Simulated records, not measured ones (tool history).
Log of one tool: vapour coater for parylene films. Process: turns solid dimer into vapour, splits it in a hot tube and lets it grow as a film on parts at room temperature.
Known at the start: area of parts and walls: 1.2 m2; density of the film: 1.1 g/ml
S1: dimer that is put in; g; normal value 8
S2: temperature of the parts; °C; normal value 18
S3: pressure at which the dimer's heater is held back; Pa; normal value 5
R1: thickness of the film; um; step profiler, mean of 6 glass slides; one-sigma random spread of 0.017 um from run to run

| run | day | S1 | S2 | S3 | R1 |
|---|---|---|---|---|---|
| 1 | 0 | 8 | 18 | 5 | 3.07 |
| 2 | 0.662 | 8 | 14 | 5 | 3.51 |
| 3 | 1.229 | 8 | 14 | 5 | 3.49 |
| 4 | 2.158 | 8 | 14 | 5 | 3.54 |
| 5 | 2.558 | 8 | 18 | 4.6 | 3.13 |
| 6 | 3.229 | 8 | 18 | 4.6 | 3.14 |
| 7 | 3.992 | 8 | 18 | 4.6 | 3.15 |
| 8 | 4.754 | 8 | 18 | 4.6 | 3.15 |
| 9 | 5.238 | 12 | 24 | 2.03 | 4.46 |
| 10 | 6.033 | 12 | 24 | 2.03 | 4.42 |
| 11 | 6.55 | 12 | 24 | 2.03 | 4.41 |
| 12 | 7.083 | 13 | 16 | 3.5 | 5.75 |
| 13 | 7.65 | 13 | 14 | 3.5 | 6.08 |
| 14 | 8.388 | 10 | 18 | 10.96 | 3.48 |
| 15 | 8.896 | 5 | 11 | 7.98 | 2.26 |

Branching from run 15: 4 alternative next runs. What would each branch give?
| A | 9.504 | 6 | 18 | 2.88 | ? |
| B | 9.504 | 7 | 19 | 3.02 | ? |
| C | 9.504 | 3 | 18 | 5 | ? |
| D | 9.504 | 8 | 18 | 8.18 | ? |

| run | R1 |
|---|---|
| A | 2.56 |
| B | 2.89 |
| C | 1.17 |
| D | 2.95 |
What these runs would have given with no unlogged condition in the tool:
| run | R1 |
|---|---|
| A | 2.52 |
| B | 2.85 |
| C | 1.15 |
| D | 2.9 |
